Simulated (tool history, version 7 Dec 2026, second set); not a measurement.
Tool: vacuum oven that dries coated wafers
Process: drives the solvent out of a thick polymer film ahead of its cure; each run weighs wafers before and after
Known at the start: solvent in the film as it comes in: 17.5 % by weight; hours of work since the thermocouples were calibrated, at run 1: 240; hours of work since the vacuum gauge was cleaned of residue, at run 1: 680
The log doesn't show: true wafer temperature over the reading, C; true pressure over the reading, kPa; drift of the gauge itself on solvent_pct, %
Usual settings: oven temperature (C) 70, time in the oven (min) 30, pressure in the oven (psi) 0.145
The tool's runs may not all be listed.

| run | hour | oven temperature (C) | time in the oven (min) | pressure in the oven (psi) | hours of work since the thermocouples were calibrated | hours of work since the vacuum gauge was cleaned of residue | solvent left in the film (%) |
|---|---|---|---|---|---|---|---|
| 1 | 0.0 | 70 | 30 | 0.145 | 240 | 680 | 2.16 |
| 2 | 42.3 | 70 | 27 | 0.145 | 258 | 698 | 2.45 |
| 3 | 89.5 | 70 | 27 | 0.145 | 278 | 717 | 2.46 |
| 4 | 125.4 | 70 | 27 | 0.145 | 293 | 733 | 2.49 |
| 5 | 149.9 | 80 | 30 | 0.145 | 303 | 743 | 0.96 |
| 6 | 194.8 | 80 | 30 | 0.145 | 322 | 762 | 0.89 |
| 7 | 218.1 | 65 | 30 | 0.145 | 332 | 771 | 3.38 |
| 8 | 237.8 | 70 | 30 | 0.145 | 340 | 780 | 2.21 |
| 9 | 262.0 | 70 | 30 | 0.145 | 350 | 790 | 2.17 |
| 10 | 289.2 | 70 | 30 | 0.145 | 362 | 801 | 2.28 |
| 11 | 328.1 | 70 | 30 | 0.412 | 378 | 818 | 4.02 |
| 12 | 376.1 | 70 | 30 | 0.412 | 398 | 838 | 4.07 |
| 13 | 403.0 | 70 | 30 | 0.412 | 410 | 849 | 3.99 |
| 14 | 448.2 | 70 | 30 | 0.412 | 429 | 868 | 3.93 |
| 15 | 494.9 | 70 | 30 | 0.412 | 448 | 888 | 3.97 |
|  | 500.3 | oven's thermocouples calibrated |
| 16 | 531.4 | 70 | 30 | 0.412 | 13 | 902 | 4.01 |
| 17 | 571.6 | 70 | 30 | 0.412 | 30 | 919 | 3.90 |
| 18 | 618.6 | 70 | 34 | 0.412 | 50 | 939 | 3.73 |
| 19 | 654.9 | 55 | 34 | 0.412 | 65 | 954 | 8.77 |
| 20 | 684.6 | 63 | 30 | 0.145 | 77 | 966 | 4.00 |
|  | 721.5 | oven's thermocouples calibrated, once more |
| 21 | 727.3 | 68 | 21 | 0.145 | 2 | 984 | 4.02 |
| 22 | 766.5 | 68 | 21 | 0.145 | 19 | 1000 | 4.02 |
| 23 | 795.6 | 68 | 21 | 0.145 | 31 | 1012 | 3.98 |
| 24 | 823.5 | 57 | 17 | 0.247 | 43 | 1024 | 9.21 |
| 25 | 865.3 | 60 | 46 | 0.231 | 60 | 1041 | 4.20 |
| 26 | 884.6 | 60 | 46 | 0.231 | 68 | 1050 | 4.15 |
| 27 | 924.5 | 60 | 46 | 0.231 | 85 | 1066 | 4.10 |
| 28 | 948.9 | 60 | 46 | 0.231 | 95 | 1077 | 4.09 |
| 29 | 970.1 | 59 | 25 | 0.492 | 104 | 1086 | 8.97 |
| 30 | 995.0 | 70 | 21 | 0.413 | 115 | 1096 | 5.04 |
| 31 | 1031.4 | 70 | 30 | 0.168 | 130 | 1111 | 2.47 |
| 32 | 1070.8 | 63 | 30 | 0.145 | 147 | 1128 | 4.00 |
| 33 | 1107.5 | 72 | 41 | 0.218 | 162 | 1143 | 1.82 |
| 34 | 1140.0 | 69 | 27 | 0.235 | 176 | 1157 | 3.39 |
| 35 | 1166.6 | 65 | 37 | 0.267 | 187 | 1168 | 3.71 |
| 36 | 1202.2 | 65 | 37 | 0.267 | 202 | 1183 | 3.80 |
| 37 | 1237.6 | 65 | 42 | 0.542 | 217 | 1198 | 5.72 |
| 38 | 1265.5 | 65 | 42 | 0.542 | 228 | 1210 | 5.74 |
| 39 | 1285.5 | 65 | 42 | 0.542 | 237 | 1218 | 5.65 |
| 40 | 1311.8 | 70 | 36 | 0.145 | 248 | 1229 | 1.82 |

Forecast each of these 3 alternatives for the next run:
| A | 1337.2 | 70 | 36 | 0.129 | 259 | 1240 | ? |
| B | 1337.2 | 82 | 38 | 0.265 | 259 | 1240 | ? |
| C | 1337.2 | 65 | 22 | 0.102 | 259 | 1240 | ? |

| run | solvent left in the film (%) |
|---|---|
| A | 1.75 |
| B | 1.41 |
| C | 4.42 |
Without the tool's hidden state the same runs would have given:
| run | solvent left in the film (%) |
|---|---|
| A | 1.50 |
| B | 1.24 |
| C | 4.21 |
